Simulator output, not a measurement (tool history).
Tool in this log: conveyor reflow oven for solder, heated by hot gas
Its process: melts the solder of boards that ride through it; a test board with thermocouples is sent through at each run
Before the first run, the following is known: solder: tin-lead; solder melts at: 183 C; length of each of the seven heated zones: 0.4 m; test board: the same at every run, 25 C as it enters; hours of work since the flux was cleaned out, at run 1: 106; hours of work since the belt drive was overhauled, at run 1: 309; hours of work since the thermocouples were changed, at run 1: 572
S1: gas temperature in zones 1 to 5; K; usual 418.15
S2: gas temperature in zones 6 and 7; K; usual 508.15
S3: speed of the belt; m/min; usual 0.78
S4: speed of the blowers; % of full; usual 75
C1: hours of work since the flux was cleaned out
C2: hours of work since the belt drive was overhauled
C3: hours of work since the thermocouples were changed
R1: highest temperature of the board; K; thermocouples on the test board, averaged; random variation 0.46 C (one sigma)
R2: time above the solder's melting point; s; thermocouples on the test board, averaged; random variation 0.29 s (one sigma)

run   hour      S1      S2     S3  S4   C1   C2   C3      R1    R2
  1      0  418.15  508.15   0.78  75  106  309  572  492.75  49.7
  2    9.9  418.15  508.15   0.78  79  111  314  577  493.35  50.8
  3   22.8  418.15  508.15   0.78  79  117  320  583  494.15  50.6
  4     34  418.15  508.15   0.78  79  123  326  589  493.85  50.4
  5     49  418.15  508.15  0.747  79  130  333  596  494.05  53.4
  6   63.7  418.15  508.15  0.747  79  137  340  604  494.15  53.3
  7   77.8  430.15  505.15  0.733  54  144  347  611  487.35    54
  8   88.4  430.15  505.15  0.733  54  150  353  616  487.95    54
  9  101.1  428.15  521.15  0.663  50  156  359  622  501.45    68
 10  114.7  406.15  515.15   0.82  52  163  366  629  485.45  37.7
 11    125  418.15  508.15  0.783  71  168  371  634  491.15  49.5

Predict each of these 3 candidate next runs independently; none follows another, all start after run 11:
  A  134.4  411.15  508.15  0.661  75  173  375  639   ?   ?
  B  134.4  417.15  508.15  0.662  71  173  375  639   ?   ?
  C  134.4  418.15  508.15  0.868  75  173  375  639   ?   ?

run      R1    R2
  A  495.65  59.1
  B  495.25  60.8
  C  488.85  41.8
With the hidden condition removed and each run's random variation left untouched, the same runs would have given:
run      R1    R2
  A  497.25  59.6
  B  496.75  61.3
  C  490.55  42.6
